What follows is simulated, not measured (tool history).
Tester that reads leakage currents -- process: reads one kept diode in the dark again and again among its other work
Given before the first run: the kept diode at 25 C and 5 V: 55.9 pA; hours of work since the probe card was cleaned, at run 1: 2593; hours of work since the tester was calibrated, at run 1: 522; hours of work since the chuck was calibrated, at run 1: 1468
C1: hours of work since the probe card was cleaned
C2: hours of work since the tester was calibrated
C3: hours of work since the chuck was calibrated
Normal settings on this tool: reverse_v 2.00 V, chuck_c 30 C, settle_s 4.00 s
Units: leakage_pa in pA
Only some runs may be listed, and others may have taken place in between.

run 1 hour=0.0 | reverse_v=2.00 chuck_c=30 settle_s=4.00 | C1=2593 C2=522 C3=1468 | leakage_pa=66.25
run 2 hour=28.9 | reverse_v=9.02 chuck_c=30 settle_s=4.00 | C1=2605 C2=534 C3=1480 | leakage_pa=125.75
run 3 hour=64.3 | reverse_v=2.00 chuck_c=30 settle_s=4.00 | C1=2620 C2=548 C3=1495 | leakage_pa=66.33
run 4 hour=89.7 | reverse_v=2.00 chuck_c=30 settle_s=4.00 | C1=2630 C2=559 C3=1505 | leakage_pa=66.77
run 5 hour=128.2 | reverse_v=2.00 chuck_c=30 settle_s=4.00 | C1=2646 C2=575 C3=1521 | leakage_pa=67.23
run 6 hour=172.6 | reverse_v=2.00 chuck_c=32 settle_s=4.00 | C1=2664 C2=593 C3=1539 | leakage_pa=78.22
run 7 hour=201.9 | reverse_v=2.00 chuck_c=32 settle_s=4.00 | C1=2676 C2=605 C3=1551 | leakage_pa=78.17
run 8 hour=227.5 | reverse_v=2.00 chuck_c=32 settle_s=4.00 | C1=2687 C2=616 C3=1562 | leakage_pa=78.17
run 9 hour=247.6 | reverse_v=2.00 chuck_c=32 settle_s=1.77 | C1=2695 C2=624 C3=1570 | leakage_pa=78.32
run 10 hour=277.5 | reverse_v=2.00 chuck_c=32 settle_s=1.77 | C1=2707 C2=636 C3=1582 | leakage_pa=78.52
run 11 hour=316.1 | reverse_v=2.00 chuck_c=32 settle_s=1.77 | C1=2723 C2=652 C3=1598 | leakage_pa=78.46
run 12 hour=341.9 | reverse_v=2.00 chuck_c=32 settle_s=1.77 | C1=2734 C2=663 C3=1609 | leakage_pa=78.75
run 13 hour=373.6 | reverse_v=2.00 chuck_c=32 settle_s=1.77 | C1=2747 C2=676 C3=1622 | leakage_pa=78.89
run 14 hour=405.5 | reverse_v=1.11 chuck_c=30 settle_s=4.00 | C1=2760 C2=689 C3=1635 | leakage_pa=53.25
run 15 hour=448.3 | reverse_v=2.00 chuck_c=30 settle_s=4.00 | C1=2778 C2=707 C3=1653 | leakage_pa=67.89
-- hour=460.9 chuck's temperature calibrated
run 16 hour=493.1 | reverse_v=2.00 chuck_c=20 settle_s=4.00 | C1=2795 C2=724 C3=13 | leakage_pa=27.49
run 17 hour=535.1 | reverse_v=2.00 chuck_c=20 settle_s=4.00 | C1=2813 C2=742 C3=31 | leakage_pa=27.47
run 18 hour=564.3 | reverse_v=2.00 chuck_c=30 settle_s=4.00 | C1=2825 C2=754 C3=43 | leakage_pa=60.15
run 19 hour=602.7 | reverse_v=7.09 chuck_c=30 settle_s=4.00 | C1=2841 C2=770 C3=58 | leakage_pa=102.75
run 20 hour=622.2 | reverse_v=7.09 chuck_c=30 settle_s=4.00 | C1=2849 C2=778 C3=66 | leakage_pa=103.14
run 21 hour=641.0 | reverse_v=1.55 chuck_c=58 settle_s=4.00 | C1=2856 C2=785 C3=74 | leakage_pa=408.97
run 22 hour=666.2 | reverse_v=8.14 chuck_c=36 settle_s=4.00 | C1=2867 C2=796 C3=85 | leakage_pa=170.25
run 23 hour=701.9 | reverse_v=17.66 chuck_c=34 settle_s=0.99 | C1=2881 C2=810 C3=99 | leakage_pa=210.51
run 24 hour=736.6 | reverse_v=2.00 chuck_c=24 settle_s=1.51 | C1=2896 C2=825 C3=114 | leakage_pa=38.27
run 25 hour=756.5 | reverse_v=2.00 chuck_c=23 settle_s=3.44 | C1=2904 C2=833 C3=122 | leakage_pa=35.23
run 26 hour=779.3 | reverse_v=2.00 chuck_c=23 settle_s=3.44 | C1=2913 C2=842 C3=131 | leakage_pa=35.15
run 27 hour=799.9 | reverse_v=6.98 chuck_c=44 settle_s=0.39 | C1=2922 C2=851 C3=140 | leakage_pa=290.67
run 28 hour=830.8 | reverse_v=6.98 chuck_c=44 settle_s=0.39 | C1=2935 C2=864 C3=152 | leakage_pa=290.44
run 29 hour=876.0 | reverse_v=6.98 chuck_c=44 settle_s=0.39 | C1=2953 C2=882 C3=171 | leakage_pa=292.16
run 30 hour=895.1 | reverse_v=2.00 chuck_c=57 settle_s=2.02 | C1=2961 C2=890 C3=179 | leakage_pa=424.80
run 31 hour=923.9 | reverse_v=1.99 chuck_c=21 settle_s=6.50 | C1=2973 C2=902 C3=191 | leakage_pa=29.99
run 32 hour=949.1 | reverse_v=2.00 chuck_c=30 settle_s=0.68 | C1=2983 C2=912 C3=201 | leakage_pa=61.68
run 33 hour=975.6 | reverse_v=9.95 chuck_c=27 settle_s=0.33 | C1=2994 C2=923 C3=212 | leakage_pa=107.83
run 34 hour=1003.5 | reverse_v=2.00 chuck_c=43 settle_s=4.00 | C1=3006 C2=935 C3=224 | leakage_pa=161.30
run 35 hour=1029.6 | reverse_v=2.00 chuck_c=43 settle_s=4.00 | C1=3016 C2=945 C3=234 | leakage_pa=161.81
run 36 hour=1053.0 | reverse_v=13.84 chuck_c=32 settle_s=4.00 | C1=3026 C2=955 C3=244 | leakage_pa=163.15
run 37 hour=1085.7 | reverse_v=1.10 chuck_c=56 settle_s=1.25 | C1=3040 C2=969 C3=258 | leakage_pa=315.57
run 38 hour=1124.6 | reverse_v=1.10 chuck_c=56 settle_s=1.25 | C1=3056 C2=985 C3=274 | leakage_pa=316.84
run 39 hour=1171.0 | reverse_v=11.46 chuck_c=30 settle_s=2.52 | C1=3075 C2=1004 C3=293 | leakage_pa=131.45

Here are 3 independent what-if runs from the current tool condition. What would each one return?
run A hour=1194.6 | reverse_v=3.71 chuck_c=26 settle_s=2.74 | C1=3084 C2=1013 C3=302 | leakage_pa=?
run B hour=1194.6 | reverse_v=11.46 chuck_c=46 settle_s=2.52 | C1=3084 C2=1013 C3=302 | leakage_pa=?
run C hour=1194.6 | reverse_v=1.80 chuck_c=47 settle_s=0.73 | C1=3084 C2=1013 C3=302 | leakage_pa=?

run=A leakage_pa=58.61
run=B leakage_pa=409.44
run=C leakage_pa=208.41
The same runs, with their run-to-run variation unchanged, on a tool lacking any hidden condition would have given:
run=A leakage_pa=54.23
run=B leakage_pa=394.60
run=C leakage_pa=205.23
